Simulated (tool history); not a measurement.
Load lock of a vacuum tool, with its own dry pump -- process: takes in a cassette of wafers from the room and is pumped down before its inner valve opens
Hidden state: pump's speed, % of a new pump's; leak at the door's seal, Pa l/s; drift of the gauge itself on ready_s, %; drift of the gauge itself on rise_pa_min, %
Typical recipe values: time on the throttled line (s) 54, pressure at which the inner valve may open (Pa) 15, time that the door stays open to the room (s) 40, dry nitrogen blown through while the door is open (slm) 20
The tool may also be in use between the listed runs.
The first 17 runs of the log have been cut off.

run	hour	time on the throttled line (s)	pressure at which the inner valve may open (Pa)	time that the door stays open to the room (s)	dry nitrogen blown through while the door is open (slm)	hours that the pump has run since its overhaul	times that the door has closed on its seal	incoming humidity of the room's air, %	time from the closed door until the inner valve may open (s)	rise of the pressure with all valves shut (Pa/min)
18	3477.7	54	15	40	20	1010	29987	44.2	86.5	0.026
19	3679.4	31	25	108	6	1212	30758	46.8	64.1	0.074
20	3832.2	54	15	53	20	1365	31343	46.8	86.5	0.029
21	4087.3	54	15	53	20	1620	32318	44.6	87	0.027
22	4341.8	54	15	53	20	1874	33291	46.1	87.5	0.033
23	4551.2	54	15	53	20	2084	34091	42.8	86.1	0.027
24	4794.8	54	15	53	20	2327	35022	47.5	86.3	0.034
25	5038.6	106	15	40	15	2571	35954	41.2	129.8	0.028
26	5244.8	106	15	124	6	2777	36742	45.9	130.8	0.068
27	5508.7	99	20	153	7	3041	37751	48.5	123.2	0.087
28	5705.7	99	20	153	5	3238	38504	44.7	124.7	0.084
29	6002.3	51	20	153	11	3535	39638	45.1	83.4	0.068
30	6231.3	51	10	184	4	3764	40513	45.3	85.9	0.095
31	6425.5	51	10	184	4	3958	41256	47.5	85.4	0.099
32	6582.7	51	10	184	4	4115	41857	43.6	85.7	0.091
33	6845	45	10	216	4	4377	42859	43.6	80.1	0.1
34	7117.1	101	11	27	6	4650	43900	41.2	127.6	0.025
35	7367.7	101	11	27	6	4900	44858	47	127.6	0.033
36	7566.9	101	11	137	27	5099	45619	48.4	127.4	0.05

Below are 3 alternative next runs, each starting from the tool's condition after run 36. Predict each:
A	7712.8	54	11	34	20	5245	46177	44.3	?	?
B	7712.8	65	23	40	10	5245	46177	48.1	?	?
C	7712.8	38	15	40	20	5245	46177	45.8	?	?

run	time from the closed door until the inner valve may open (s)	rise of the pressure with all valves shut (Pa/min)
A	88.7	0.023
B	92.6	0.042
C	72.4	0.03
Stripped of hidden state, with their random variation kept, the same runs would have yielded:
run	time from the closed door until the inner valve may open (s)	rise of the pressure with all valves shut (Pa/min)
A	88.7	0.023
B	92.6	0.041
C	72.4	0.029

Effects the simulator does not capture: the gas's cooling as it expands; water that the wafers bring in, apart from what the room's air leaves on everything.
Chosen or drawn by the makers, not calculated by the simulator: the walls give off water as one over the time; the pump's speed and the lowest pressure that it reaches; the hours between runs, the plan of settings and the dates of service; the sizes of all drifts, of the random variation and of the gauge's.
